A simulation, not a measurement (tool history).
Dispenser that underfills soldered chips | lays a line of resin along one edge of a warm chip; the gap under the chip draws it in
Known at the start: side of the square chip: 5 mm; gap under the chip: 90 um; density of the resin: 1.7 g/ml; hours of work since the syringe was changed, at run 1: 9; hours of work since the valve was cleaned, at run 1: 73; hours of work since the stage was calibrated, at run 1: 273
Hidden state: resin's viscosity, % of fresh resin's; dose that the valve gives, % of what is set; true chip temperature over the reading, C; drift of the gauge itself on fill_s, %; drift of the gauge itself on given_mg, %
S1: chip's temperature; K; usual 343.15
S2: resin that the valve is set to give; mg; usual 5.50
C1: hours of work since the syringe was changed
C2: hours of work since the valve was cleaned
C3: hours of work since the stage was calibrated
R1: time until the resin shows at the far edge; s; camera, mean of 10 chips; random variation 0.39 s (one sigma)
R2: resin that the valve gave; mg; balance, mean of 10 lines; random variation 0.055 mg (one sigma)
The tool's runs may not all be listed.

run 1 hour=0.0 | S1=343.15 S2=5.50 | C1=9 C2=73 C3=273 | R1=36.1 R2=5.18
-- hour=2.7 new syringe of resin
run 2 hour=10.5 | S1=343.15 S2=5.50 | C1=6 C2=80 C3=281 | R1=32.1 R2=4.97
-- hour=17.5 new syringe of resin
run 3 hour=18.4 | S1=343.15 S2=5.50 | C1=1 C2=86 C3=287 | R1=27.2 R2=5.14
run 4 hour=26.6 | S1=343.15 S2=5.50 | C1=7 C2=92 C3=293 | R1=33.5 R2=5.03
run 5 hour=31.1 | S1=343.15 S2=5.50 | C1=10 C2=96 C3=296 | R1=38.0 R2=5.00
-- hour=32.1 new syringe of resin
run 6 hour=36.0 | S1=343.15 S2=5.50 | C1=3 C2=99 C3=300 | R1=30.0 R2=5.00
run 7 hour=42.1 | S1=343.15 S2=5.50 | C1=7 C2=104 C3=304 | R1=34.6 R2=5.06
-- hour=46.7 new syringe of resin
run 8 hour=49.8 | S1=343.15 S2=5.50 | C1=2 C2=109 C3=310 | R1=29.4 R2=4.96
run 9 hour=55.5 | S1=343.15 S2=5.50 | C1=7 C2=113 C3=314 | R1=34.7 R2=4.96
-- hour=57.4 dispensing valve cleaned and set on the balance
-- hour=62.5 new syringe of resin
run 10 hour=65.1 | S1=343.15 S2=5.50 | C1=2 C2=6 C3=321 | R1=28.2 R2=5.50
run 11 hour=72.3 | S1=343.15 S2=5.50 | C1=7 C2=11 C3=326 | R1=32.6 R2=5.46
-- hour=77.4 new syringe of resin
run 12 hour=77.5 | S1=343.15 S2=6.26 | C1=0 C2=15 C3=330 | R1=25.9 R2=6.10
run 13 hour=83.2 | S1=343.15 S2=6.26 | C1=4 C2=19 C3=334 | R1=30.4 R2=6.14
run 14 hour=89.4 | S1=343.15 S2=6.26 | C1=9 C2=24 C3=339 | R1=34.4 R2=6.19
-- hour=92.1 new syringe of resin
run 15 hour=99.2 | S1=347.15 S2=6.26 | C1=5 C2=31 C3=346 | R1=27.2 R2=6.04
run 16 hour=104.5 | S1=347.15 S2=6.26 | C1=9 C2=35 C3=350 | R1=30.8 R2=6.15
-- hour=106.9 new syringe of resin
run 17 hour=110.7 | S1=347.15 S2=6.26 | C1=3 C2=39 C3=354 | R1=24.8 R2=6.10
run 18 hour=120.0 | S1=347.15 S2=6.26 | C1=10 C2=46 C3=361 | R1=31.2 R2=6.01
-- hour=121.6 new syringe of resin
run 19 hour=126.0 | S1=355.15 S2=5.50 | C1=3 C2=50 C3=365 | R1=20.1 R2=5.26
-- hour=136.1 new syringe of resin
run 20 hour=136.3 | S1=341.15 S2=6.48 | C1=0 C2=58 C3=373 | R1=27.7 R2=6.09
run 21 hour=142.0 | S1=333.15 S2=7.18 | C1=4 C2=62 C3=377 | R1=43.5 R2=6.81
-- hour=151.2 new syringe of resin
run 22 hour=151.8 | S1=333.15 S2=5.40 | C1=0 C2=69 C3=384 | R1=38.6 R2=5.06
run 23 hour=158.5 | S1=335.15 S2=5.40 | C1=5 C2=74 C3=389 | R1=42.1 R2=5.04
-- hour=165.8 new syringe of resin
run 24 hour=169.1 | S1=335.15 S2=5.40 | C1=2 C2=82 C3=397 | R1=39.9 R2=4.97
run 25 hour=177.0 | S1=335.15 S2=5.40 | C1=8 C2=88 C3=403 | R1=47.6 R2=4.95
-- hour=180.3 new syringe of resin
run 26 hour=183.6 | S1=335.15 S2=5.40 | C1=2 C2=93 C3=408 | R1=39.8 R2=4.84
run 27 hour=192.7 | S1=337.15 S2=5.50 | C1=9 C2=100 C3=415 | R1=46.3 R2=4.93
-- hour=194.7 new syringe of resin
run 28 hour=199.6 | S1=337.15 S2=5.50 | C1=4 C2=105 C3=420 | R1=37.0 R2=5.01
-- hour=209.4 new syringe of resin
run 29 hour=210.2 | S1=337.15 S2=5.50 | C1=1 C2=112 C3=427 | R1=33.4 R2=4.91
-- hour=213.3 dispensing valve cleaned and set on the balance
run 30 hour=216.9 | S1=353.15 S2=5.64 | C1=5 C2=3 C3=432 | R1=21.9 R2=5.61
-- hour=224.9 new syringe of resin
run 31 hour=227.2 | S1=358.15 S2=6.20 | C1=2 C2=10 C3=439 | R1=16.6 R2=6.09
run 32 hour=232.0 | S1=331.15 S2=5.50 | C1=5 C2=14 C3=443 | R1=50.2 R2=5.43
run 33 hour=237.6 | S1=345.15 S2=5.45 | C1=10 C2=18 C3=447 | R1=34.9 R2=5.33
-- hour=239.5 new syringe of resin
run 34 hour=245.5 | S1=345.15 S2=5.45 | C1=4 C2=24 C3=453 | R1=28.8 R2=5.30
-- hour=254.4 new syringe of resin
run 35 hour=254.6 | S1=348.15 S2=5.61 | C1=0 C2=30 C3=459 | R1=22.7 R2=5.42
run 36 hour=264.2 | S1=341.15 S2=5.42 | C1=7 C2=38 C3=467 | R1=36.7 R2=5.22
-- hour=268.9 new syringe of resin
run 37 hour=272.1 | S1=341.15 S2=5.42 | C1=2 C2=43 C3=472 | R1=30.9 R2=5.23

Measured less the same run without the tool's hidden state. The same run-to-run variation is in both; the gauge's scatter may not be:
run=1 R1=+9.6 R2=-0.39
run=2 R1=+6.6 R2=-0.43
run=3 R1=+1.6 R2=-0.46
run=4 R1=+7.7 R2=-0.49
run=5 R1=+11.6 R2=-0.50
run=6 R1=+3.9 R2=-0.53
run=7 R1=+8.6 R2=-0.54
run=8 R1=+3.9 R2=-0.57
run=9 R1=+8.3 R2=-0.59
run=10 R1=+2.2 R2=-0.03
run=11 R1=+7.2 R2=-0.06
run=12 R1=+1.0 R2=-0.10
run=13 R1=+4.9 R2=-0.11
run=14 R1=+9.5 R2=-0.15
run=15 R1=+5.3 R2=-0.19
run=16 R1=+9.1 R2=-0.21
run=17 R1=+2.8 R2=-0.25
run=18 R1=+9.1 R2=-0.28
run=19 R1=+3.2 R2=-0.27
run=20 R1=+1.3 R2=-0.37
run=21 R1=+7.2 R2=-0.44
run=22 R1=+2.1 R2=-0.37
run=23 R1=+8.0 R2=-0.39
run=24 R1=+5.0 R2=-0.44
run=25 R1=+13.0 R2=-0.46
run=26 R1=+5.7 R2=-0.49
run=27 R1=+14.3 R2=-0.53
run=28 R1=+5.8 R2=-0.55
run=29 R1=+2.6 R2=-0.59
run=30 R1=+3.6 R2=-0.01
run=31 R1=+1.6 R2=-0.06
run=32 R1=+10.0 R2=-0.07
run=33 R1=+10.2 R2=-0.09
run=34 R1=+4.7 R2=-0.12
run=35 R1=+1.2 R2=-0.16
run=36 R1=+9.0 R2=-0.19
run=37 R1=+3.6 R2=-0.22
